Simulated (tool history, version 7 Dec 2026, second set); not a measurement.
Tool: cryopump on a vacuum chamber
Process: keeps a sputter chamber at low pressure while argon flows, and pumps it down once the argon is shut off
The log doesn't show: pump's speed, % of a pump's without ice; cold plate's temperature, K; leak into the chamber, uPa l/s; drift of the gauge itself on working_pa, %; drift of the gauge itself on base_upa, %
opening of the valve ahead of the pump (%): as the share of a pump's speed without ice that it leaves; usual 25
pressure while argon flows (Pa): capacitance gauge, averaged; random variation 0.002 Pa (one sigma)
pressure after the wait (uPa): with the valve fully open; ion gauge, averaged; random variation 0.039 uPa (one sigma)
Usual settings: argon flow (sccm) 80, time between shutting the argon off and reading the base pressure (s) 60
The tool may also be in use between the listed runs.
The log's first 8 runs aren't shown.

run,hour,argon flow (sccm),time between shutting the argon off and reading the base pressure (s),opening of the valve ahead of the pump (%),hours of work since the pump was warmed up and emptied,hours of work since the cold head was overhauled,hours of work since the chamber's fittings were tightened,pressure while argon flows (Pa),pressure after the wait (uPa)
9,99.8,80,60,25,345,345,1605,0.4854,3.22
10,111.9,80,60,25,352,352,1611,0.48,3.16
11,119.9,80,244,25,356,356,1616,0.4826,1.7
12,130.5,80,60,25,362,362,1621,0.4835,3.13
13,138.6,80,60,25,366,366,1626,0.4853,3.12
14,150,80,60,25,372,372,1632,0.4826,3.11
15,164,80,60,25,380,380,1640,0.4844,3.16
16,177.4,80,60,33,387,387,1647,0.3705,3.23
17,185.5,80,60,33,392,392,1651,0.3691,3.17
18,202.5,80,170,25,401,401,1661,0.4841,1.94
19,213.4,122,170,28,407,407,1666,0.6635,1.96
20,222.8,122,170,28,412,412,1672,0.6569,1.91
21,235.5,127,121,28,419,419,1678,0.6913,2.2
22,249.1,128,138,25,426,426,1686,0.78,2.14
23,261.9,56,43,34,433,433,1693,0.2494,4
24,270.4,80,60,51,438,438,1698,0.2426,3.25
25,278.2,80,60,51,442,442,1702,0.2447,3.11
26,292.6,80,60,51,450,450,1710,0.2453,3.3
27,309,80,60,51,459,459,1719,0.2445,3.2

The next listed run, before its measurement:
28,323.1,85,60,23,467,467,1726,?,?

{"run 28": {"pressure while argon flows (Pa)": 0.5611, "pressure after the wait (uPa)": 3.18}}
Without the tool's hidden state the same run would have given pressure while argon flows (Pa) 0.548, pressure after the wait (uPa) 2.15.
